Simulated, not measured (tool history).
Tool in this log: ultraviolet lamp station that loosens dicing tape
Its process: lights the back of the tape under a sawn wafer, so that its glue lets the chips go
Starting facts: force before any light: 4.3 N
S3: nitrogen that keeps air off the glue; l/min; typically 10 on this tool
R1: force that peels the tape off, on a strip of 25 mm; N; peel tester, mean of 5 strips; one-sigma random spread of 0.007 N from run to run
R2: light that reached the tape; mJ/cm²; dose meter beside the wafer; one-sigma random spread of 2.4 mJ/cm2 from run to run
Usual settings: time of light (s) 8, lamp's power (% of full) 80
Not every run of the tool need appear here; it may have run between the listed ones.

Run 1, hour 0: usual settings. Result: R1 0.392 N, R2 219 mJ/cm².
Run 2, hour 46.7: usual settings but time of light (s) 6. Result: R1 0.692 N, R2 161 mJ/cm².
Run 3, hour 78.1: usual settings but lamp's power (% of full) 86. Result: R1 0.353 N, R2 229 mJ/cm².
Run 4, hour 134.6: usual settings but lamp's power (% of full) 86. Result: R1 0.378 N, R2 224 mJ/cm².
Run 5, hour 180.2: usual settings but lamp's power (% of full) 86. Result: R1 0.389 N, R2 217 mJ/cm².
Run 6, hour 221.7: usual settings but S3 7 l/min. Result: R1 0.585 N, R2 201 mJ/cm².
Run 7, hour 288.8: usual settings but S3 15 l/min. Result: R1 0.381 N, R2 196 mJ/cm².
Run 8, hour 337.8: usual settings but S3 15 l/min. Result: R1 0.397 N, R2 194 mJ/cm².
Run 9, hour 394.3: usual settings but S3 15 l/min. Result: R1 0.425 N, R2 189 mJ/cm².
Run 10, hour 425.6: usual settings. Result: R1 0.536 N, R2 184 mJ/cm².
Run 11, hour 478.8: usual settings but time of light (s) 6. Result: R1 0.919 N, R2 134 mJ/cm².
Run 12, hour 512.1: usual settings. Result: R1 0.577 N, R2 179 mJ/cm².
Run 13, hour 551.4: usual settings but time of light (s) 9. Result: R1 0.469 N, R2 201 mJ/cm².
Run 14, hour 596.8: usual settings but time of light (s) 9. Result: R1 0.506 N, R2 189 mJ/cm².
At hour 634.7: window cleaned of glue's vapour.
Run 15, hour 636.5: usual settings but lamp's power (% of full) 66. Result: R1 0.965 N, R2 128 mJ/cm².
Run 16, hour 671.3: usual settings but time of light (s) 7, lamp's power (% of full) 66. Result: R1 1.194 N, R2 111 mJ/cm².
Run 17, hour 734.3: usual settings. Result: R1 0.774 N, R2 147 mJ/cm².
Run 18, hour 773.4: usual settings. Result: R1 0.786 N, R2 146 mJ/cm².
Run 19, hour 832.3: usual settings but S3 15 l/min. Result: R1 0.719 N, R2 146 mJ/cm².
Run 20, hour 882: usual settings but time of light (s) 10, lamp's power (% of full) 66. Result: R1 0.827 N, R2 145 mJ/cm².
Run 21, hour 924.5: usual settings but time of light (s) 10, lamp's power (% of full) 61, S3 12 l/min. Result: R1 0.931 N, R2 128 mJ/cm².
Run 22, hour 973.4: usual settings but lamp's power (% of full) 91. Result: R1 0.767 N, R2 150 mJ/cm².
Run 23, hour 1020.1: usual settings but time of light (s) 6, lamp's power (% of full) 73, S3 3 l/min. Result: R1 2.135 N, R2 90 mJ/cm².
At hour 1028.9: window cleaned of glue's vapour, once more.
Run 24, hour 1047.7: usual settings but time of light (s) 6, lamp's power (% of full) 73, S3 3 l/min. Result: R1 1.817 N, R2 112 mJ/cm².
Run 25, hour 1115.1: usual settings but time of light (s) 9, lamp's power (% of full) 100, S3 9 l/min. Result: R1 0.399 N, R2 229 mJ/cm².
Run 26, hour 1147: usual settings but time of light (s) 5, lamp's power (% of full) 74, S3 3 l/min. Result: R1 2.162 N, R2 94 mJ/cm².
Run 27, hour 1206.9: usual settings but time of light (s) 4, S3 7 l/min. Result: R1 1.929 N, R2 78 mJ/cm².
Run 28, hour 1270.2: usual settings but time of light (s) 4, S3 7 l/min. Result: R1 1.992 N, R2 75 mJ/cm².
Run 29, hour 1297.5: usual settings but lamp's power (% of full) 66. Result: R1 1.068 N, R2 123 mJ/cm².
At hour 1333: lamp changed.
Run 30, hour 1338.8: usual settings but lamp's power (% of full) 89, S3 5 l/min. Result: R1 0.375 N, R2 287 mJ/cm².
Run 31, hour 1381.8: usual settings but lamp's power (% of full) 89, S3 5 l/min. Result: R1 0.368 N, R2 277 mJ/cm².
Run 32, hour 1436: usual settings but lamp's power (% of full) 65, S3 5 l/min. Result: R1 0.696 N, R2 203 mJ/cm².
Run 33, hour 1499: usual settings but time of light (s) 4. Result: R1 1.106 N, R2 121 mJ/cm².
Run 34, hour 1547.3: usual settings but time of light (s) 6, lamp's power (% of full) 67, S3 4 l/min. Result: R1 1.221 N, R2 150 mJ/cm².
Run 35, hour 1600.7: usual settings but time of light (s) 5, lamp's power (% of full) 87, S3 4 l/min. Result: R1 1.153 N, R2 159 mJ/cm².

Results per run with the tool's hidden condition removed, run-to-run variation unchanged:
Hidden state at play: lamp's light, % of a new lamp's; light that the window lets through, % of a clean one's; drift of the gauge itself on peel_n, %; drift of the gauge itself on dose_mj_cm2, %.
run     R1   R2
  1  0.251  269
  2  0.455  202
  3  0.212  290
  4  0.216  291
  5  0.212  288
  6  0.322  270
  7  0.182  271
  8  0.188  273
  9  0.186  272
 10  0.237  270
 11  0.454  201
 12  0.237  272
 13  0.179  309
 14   0.19  301
 15  0.371  222
 16  0.489  194
 17  0.228  267
 18  0.234  268
 19  0.192  273
 20   0.22  279
 21  0.245  256
 22  0.175  306
 23  1.038  186
 24  1.063  184
 25  0.131  384
 26  1.329  159
 27  1.073  137
 28  1.078  135
 29  0.366  225
 30  0.332  304
 31  0.316  298
 32  0.593  222
 33  0.944  136
 34  1.032  171
 35  0.938  184
